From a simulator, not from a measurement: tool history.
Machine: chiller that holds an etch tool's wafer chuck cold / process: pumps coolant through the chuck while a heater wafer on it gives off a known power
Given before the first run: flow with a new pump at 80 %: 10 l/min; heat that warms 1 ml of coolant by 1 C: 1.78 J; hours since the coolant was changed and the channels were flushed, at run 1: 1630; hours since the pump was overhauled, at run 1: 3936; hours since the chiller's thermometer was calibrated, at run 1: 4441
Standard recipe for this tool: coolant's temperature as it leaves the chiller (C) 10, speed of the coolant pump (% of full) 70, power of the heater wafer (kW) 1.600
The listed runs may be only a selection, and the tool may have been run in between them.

run    hour  coolant's temperature as it leaves the chiller (C)  speed of the coolant pump (% of full)  power of the heater wafer (kW)  hours since the coolant was changed and the channels were flushed  hours since the pump was overhauled  hours since the chiller's thermometer was calibrated  chuck's temperature once it has settled (C)  how much warmer the coolant comes back (C)
  1     0.0                                                  10                                     70                           1.600                                                               1630                                 3936                                                  4441                                         24.2                                        6.66
  2    83.9                                                  10                                     70                           1.600                                                               1714                                 4020                                                  4525                                         24.4                                        6.70
  3   150.6                                                  10                                     70                           1.600                                                               1781                                 4087                                                  4591                                         24.1                                        6.75
  4   225.8                                                  10                                     70                           1.600                                                               1856                                 4162                                                  4666                                         24.3                                        6.68
      286.6  -- chiller's thermometer calibrated
  5   322.2                                                  13                                     70                           1.600                                                               1951                                 4257                                                    36                                         28.1                                        6.74
  6   372.0                                                  13                                     70                           1.600                                                               2001                                 4307                                                    85                                         28.0                                        6.75
  7   445.6                                                   1                                     70                           1.600                                                               2075                                 4381                                                   159                                         16.0                                        6.71
  8   544.9                                                   1                                     70                           1.600                                                               2174                                 4480                                                   258                                         16.2                                        6.76
  9   634.5                                                   1                                     70                           1.600                                                               2263                                 4570                                                   348                                         16.3                                        6.81
 10   698.1                                                   1                                     70                           1.600                                                               2327                                 4633                                                   412                                         16.2                                        6.83
 11   752.4                                                   1                                     70                           1.600                                                               2381                                 4688                                                   466                                         16.2                                        6.77
 12   840.4                                                  10                                     70                           1.600                                                               2469                                 4776                                                   554                                         25.3                                        6.76
 13   886.8                                                  10                                     70                           1.600                                                               2516                                 4822                                                   600                                         25.2                                        6.86
 14   950.4                                                  10                                     88                           1.600                                                               2579                                 4886                                                   664                                         22.1                                        5.34
      963.6  -- coolant pump overhauled
 15  1025.1                                                  10                                     88                           1.600                                                               2649                                   62                                                   734                                         22.7                                        5.54
 16  1087.4                                                  10                                     88                           1.600                                                               2711                                  124                                                   796                                         22.9                                        5.56
 17  1191.5                                                  19                                     92                           1.600                                                               2815                                  228                                                   900                                         31.4                                        5.30
 18  1264.6                                                  19                                     92                           1.600                                                               2889                                  301                                                   973                                         31.3                                        5.38
 19  1348.9                                                  10                                     70                           1.772                                                               2973                                  385                                                  1057                                         27.7                                        7.91
 20  1406.4                                                  10                                     70                           1.186                                                               3030                                  443                                                  1115                                         21.7                                        5.30
 21  1491.6                                                  10                                     70                           1.600                                                               3116                                  528                                                  1200                                         26.0                                        7.12
 22  1543.0                                                  10                                     70                           1.600                                                               3167                                  579                                                  1251                                         26.1                                        7.16
     1600.6  -- coolant pump overhauled, once more
 23  1628.7                                                  14                                     93                           1.249                                                               3248                                   28                                                  1332                                         22.4                                        3.61
 24  1686.7                                                  10                                     70                           1.304                                                               3306                                   86                                                  1390                                         21.8                                        5.11
 25  1752.7                                                   8                                     73                           1.304                                                               3372                                  152                                                  1456                                         19.2                                        4.91
 26  1819.7                                                   6                                     70                           1.079                                                               3439                                  219                                                  1523                                         15.6                                        4.21
 27  1870.5                                                   6                                     70                           1.079                                                               3489                                  270                                                  1574                                         15.7                                        4.20
 28  1944.4                                                  11                                     65                           0.864                                                               3563                                  344                                                  1648                                         19.4                                        3.66
 29  2018.2                                                   1                                     82                           1.113                                                               3637                                  418                                                  1722                                          9.5                                        3.71
 30  2074.8                                                   9                                     82                           1.054                                                               3694                                  474                                                  1778                                         17.2                                        3.57
 31  2133.1                                                   5                                     70                           1.265                                                               3752                                  532                                                  1837                                         16.3                                        4.93

Here are 5 independent what-if runs from the current tool condition. What would each one return?
  A  2216.4                                                  18                                     70                           2.146                                                               3835                                  616                                                  1920                                            ?                                           ?
  B  2216.4                                                   6                                     84                           1.176                                                               3835                                  616                                                  1920                                            ?                                           ?
  C  2216.4                                                  18                                     70                           1.024                                                               3835                                  616                                                  1920                                            ?                                           ?
  D  2216.4                                                   5                                     99                           1.265                                                               3835                                  616                                                  1920                                            ?                                           ?
  E  2216.4                                                  14                                     70                           1.600                                                               3835                                  616                                                  1920                                            ?                                           ?

run  chuck's temperature once it has settled (C)  how much warmer the coolant comes back (C)
  A                                         37.4                                        8.43
  B                                         14.9                                        3.79
  C                                         27.2                                        4.04
  D                                         13.3                                        3.42
  E                                         28.5                                        6.25
Without the tool's hidden state the same runs would have given:
run  chuck's temperature once it has settled (C)  how much warmer the coolant comes back (C)
  A                                         36.0                                        8.33
  B                                         14.3                                        3.75
  C                                         26.6                                        4.00
  D                                         12.8                                        3.38
  E                                         27.5                                        6.17

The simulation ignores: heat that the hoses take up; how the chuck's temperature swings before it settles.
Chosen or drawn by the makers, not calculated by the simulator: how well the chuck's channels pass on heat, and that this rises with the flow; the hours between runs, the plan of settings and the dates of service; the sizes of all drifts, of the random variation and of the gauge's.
